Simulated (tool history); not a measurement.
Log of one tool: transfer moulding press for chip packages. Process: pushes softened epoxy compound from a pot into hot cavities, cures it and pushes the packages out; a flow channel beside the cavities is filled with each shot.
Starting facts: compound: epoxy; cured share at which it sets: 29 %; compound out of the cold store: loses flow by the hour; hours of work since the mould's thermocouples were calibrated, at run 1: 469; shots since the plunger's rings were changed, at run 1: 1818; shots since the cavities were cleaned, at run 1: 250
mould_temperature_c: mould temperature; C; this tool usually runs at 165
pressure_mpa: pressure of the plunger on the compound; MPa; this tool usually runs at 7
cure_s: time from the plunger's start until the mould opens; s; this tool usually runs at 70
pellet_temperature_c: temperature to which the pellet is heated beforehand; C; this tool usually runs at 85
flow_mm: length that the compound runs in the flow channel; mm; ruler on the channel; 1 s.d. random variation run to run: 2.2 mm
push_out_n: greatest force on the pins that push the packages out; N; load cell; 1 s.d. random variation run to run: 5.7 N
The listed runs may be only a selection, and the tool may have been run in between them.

run,hour,mould_temperature_c,pressure_mpa,cure_s,pellet_temperature_c,hours of work since the mould's thermocouples were calibrated,shots since the plunger's rings were changed,shots since the cavities were cleaned,incoming compound's hours out of the cold store,flow_mm,push_out_n
1,0,165,7,70,85,469,1818,250,44.3,444,284
# hour 17.3: cavities cleaned with cleaning compound and waxed
2,18.8,165,7.5,70,85,481,2085,24,40.5,470,217
3,32,165,7.5,70,85,489,2289,228,38.8,469,277
4,47.6,165,7,70,85,500,2531,470,9.2,533,366
# hour 51.5: cavities cleaned with cleaning compound and waxed
5,76.4,165,7,70,85,517,2952,385,30.3,468,328
# hour 84.7: cavities cleaned with cleaning compound and waxed
# hour 97.7: mould's thermocouples calibrated
6,97.7,165,7,70,85,0,3227,170,31.4,467,267
7,117.1,165,7,70,85,13,3528,471,36.3,450,334
# hour 121: cavities cleaned with cleaning compound and waxed
8,146.3,165,7,70,85,31,3955,391,34.2,450,328
# hour 154.2: cavities cleaned with cleaning compound and waxed
9,168.3,165,7,70,85,44,4272,217,43.7,430,279
10,184.3,165,7,70,85,55,4519,464,26,471,343
# hour 188.2: cavities cleaned with cleaning compound and waxed
11,201.1,165,7,70,85,65,4756,199,14.8,491,293
# hour 222.1: cavities cleaned with cleaning compound and waxed
12,225.8,165,7,70,85,80,5114,57,9.7,507,243
# hour 248.1: plunger's sealing rings changed
13,253.3,165,7,70,85,96,80,444,16.3,529,337
# hour 257.4: cavities cleaned with cleaning compound and waxed
14,276.9,165,5.54,70,85,111,422,302,8.3,493,308
# hour 291.7: cavities cleaned with cleaning compound and waxed
15,291.7,165,5.54,70,88,119,627,0,28.3,439,205
16,313.6,161,5.54,90,88,134,966,339,30.5,436,279
# hour 324.8: cavities cleaned with cleaning compound and waxed
17,331.9,172,7.95,56,95,145,1226,110,38.3,488,255
18,353.4,165,7.96,56,81,159,1558,442,18.1,552,563
# hour 358.8: cavities cleaned with cleaning compound and waxed
19,374,165,7.96,56,81,171,1853,234,26.7,525,440
20,387.9,165,6.95,70,85,180,2068,449,47.3,438,340
# hour 392: cavities cleaned with cleaning compound and waxed
21,402.8,165,5.89,67,89,189,2276,167,10.5,486,281
# hour 426.3: cavities cleaned with cleaning compound and waxed
22,431.4,165,5.89,67,89,207,2694,78,40.2,412,253
23,451.3,165,5.89,67,82,220,3002,386,36.4,420,355
# hour 460.1: cavities cleaned with cleaning compound and waxed
24,474.1,165,7,70,83,234,3331,217,23.5,483,282
# hour 494.9: cavities cleaned with cleaning compound and waxed
25,497.8,165,6.9,70,76,248,3674,45,21.8,488,234

For each entry between runs, how does the tool's hidden state at the last listed run before it compare with that at the first listed run after it?
In the gap between runs 1 and 2: cavities cleaned with cleaning compound and waxed (hour 17.3)
  true mould temperature over the reading, C: -0.39 -> -0.4; pressure that reaches the compound, % of what is set: 94.4 -> 93.68; grip of the stained cavities, % over clean ones': 42.4 -> 5
  measured minus no-state result, flow_mm: -13 -> -15 mm; push_out_n: +87 -> +12 N
In the gap between runs 4 and 5: cavities cleaned with cleaning compound and waxed (hour 51.5)
  true mould temperature over the reading, C: -0.42 -> -0.43; pressure that reaches the compound, % of what is set: 92.45 -> 91.24; grip of the stained cavities, % over clean ones': 66.8 -> 58.3
  measured minus no-state result, flow_mm: -21 -> -22 mm; push_out_n: +146 -> +124 N
In the gap between runs 5 and 6: cavities cleaned with cleaning compound and waxed (hour 84.7); mould's thermocouples calibrated (hour 97.7)
  true mould temperature over the reading, C: -0.43 -> -0.34; pressure that reaches the compound, % of what is set: 91.24 -> 90.39; grip of the stained cavities, % over clean ones': 58.3 -> 30.5
  measured minus no-state result, flow_mm: -22 -> -24 mm; push_out_n: +124 -> +64 N
In the gap between runs 7 and 8: cavities cleaned with cleaning compound and waxed (hour 121)
  true mould temperature over the reading, C: -0.35 -> -0.37; pressure that reaches the compound, % of what is set: 89.5 -> 88.33; grip of the stained cavities, % over clean ones': 67.3 -> 58
  measured minus no-state result, flow_mm: -25 -> -29 mm; push_out_n: +138 -> +124 N
In the gap between runs 8 and 9: cavities cleaned with cleaning compound and waxed (hour 154.2)
  true mould temperature over the reading, C: -0.37 -> -0.38; pressure that reaches the compound, % of what is set: 88.33 -> 87.43; grip of the stained cavities, % over clean ones': 58 -> 38.3
  measured minus no-state result, flow_mm: -29 -> -29 mm; push_out_n: +124 -> +78 N
In the gap between runs 10 and 11: cavities cleaned with cleaning compound and waxed (hour 188.2)
  pressure that reaches the compound, % of what is set: 86.74 -> 86.05; grip of the stained cavities, % over clean ones': 67.6 -> 35.5
  measured minus no-state result, flow_mm: -34 -> -38 mm; push_out_n: +143 -> +79 N
In the gap between runs 11 and 12: cavities cleaned with cleaning compound and waxed (hour 222.1)
  true mould temperature over the reading, C: -0.39 -> -0.41; pressure that reaches the compound, % of what is set: 86.05 -> 85.03; grip of the stained cavities, % over clean ones': 35.5 -> 13.2
  measured minus no-state result, flow_mm: -38 -> -42 mm; push_out_n: +79 -> +31 N
In the gap between runs 12 and 13: plunger's sealing rings changed (hour 248.1)
  true mould temperature over the reading, C: -0.41 -> -0.42; pressure that reaches the compound, % of what is set: 85.03 -> 99.77; grip of the stained cavities, % over clean ones': 13.2 -> 66.2
  measured minus no-state result, flow_mm: -42 -> +0 mm; push_out_n: +31 -> +136 N
In the gap between runs 13 and 14: cavities cleaned with cleaning compound and waxed (hour 257.4)
  true mould temperature over the reading, C: -0.42 -> -0.43; pressure that reaches the compound, % of what is set: 99.77 -> 98.69; grip of the stained cavities, % over clean ones': 66.2 -> 50.3
  measured minus no-state result, flow_mm: +0 -> -2 mm; push_out_n: +136 -> +107 N
In the gap between runs 14 and 15: cavities cleaned with cleaning compound and waxed (hour 291.7)
  true mould temperature over the reading, C: -0.43 -> -0.44; pressure that reaches the compound, % of what is set: 98.69 -> 98.2; grip of the stained cavities, % over clean ones': 50.3 -> 2
  measured minus no-state result, flow_mm: -2 -> -3 mm; push_out_n: +107 -> +7 N
In the gap between runs 16 and 17: cavities cleaned with cleaning compound and waxed (hour 324.8)
  true mould temperature over the reading, C: -0.45 -> -0.46; pressure that reaches the compound, % of what is set: 97.21 -> 96.49; grip of the stained cavities, % over clean ones': 52.4 -> 21.6
  measured minus no-state result, flow_mm: -6 -> -9 mm; push_out_n: +96 -> +48 N
In the gap between runs 18 and 19: cavities cleaned with cleaning compound and waxed (hour 358.8)
  true mould temperature over the reading, C: -0.47 -> -0.48; pressure that reaches the compound, % of what is set: 95.5 -> 94.71; grip of the stained cavities, % over clean ones': 63.3 -> 40.3
  measured minus no-state result, flow_mm: -13 -> -14 mm; push_out_n: +232 -> +136 N
In the gap between runs 20 and 21: cavities cleaned with cleaning compound and waxed (hour 392)
  pressure that reaches the compound, % of what is set: 94.16 -> 93.55; grip of the stained cavities, % over clean ones': 64.3 -> 31.8
  measured minus no-state result, flow_mm: -13 -> -16 mm; push_out_n: +135 -> +73 N
In the gap between runs 21 and 22: cavities cleaned with cleaning compound and waxed (hour 426.3)
  true mould temperature over the reading, C: -0.49 -> -0.51; pressure that reaches the compound, % of what is set: 93.55 -> 92.36; grip of the stained cavities, % over clean ones': 31.8 -> 14.9
  measured minus no-state result, flow_mm: -16 -> -16 mm; push_out_n: +73 -> +37 N
In the gap between runs 23 and 24: cavities cleaned with cleaning compound and waxed (hour 460.1)
  true mould temperature over the reading, C: -0.52 -> -0.53; pressure that reaches the compound, % of what is set: 91.57 -> 90.59; grip of the stained cavities, % over clean ones': 58.7 -> 35.4
  measured minus no-state result, flow_mm: -19 -> -24 mm; push_out_n: +137 -> +77 N
In the gap between runs 24 and 25: cavities cleaned with cleaning compound and waxed (hour 494.9)
  true mould temperature over the reading, C: -0.53 -> -0.54; pressure that reaches the compound, % of what is set: 90.59 -> 89.61; grip of the stained cavities, % over clean ones': 35.4 -> 11.3
  measured minus no-state result, flow_mm: -24 -> -27 mm; push_out_n: +77 -> +28 N
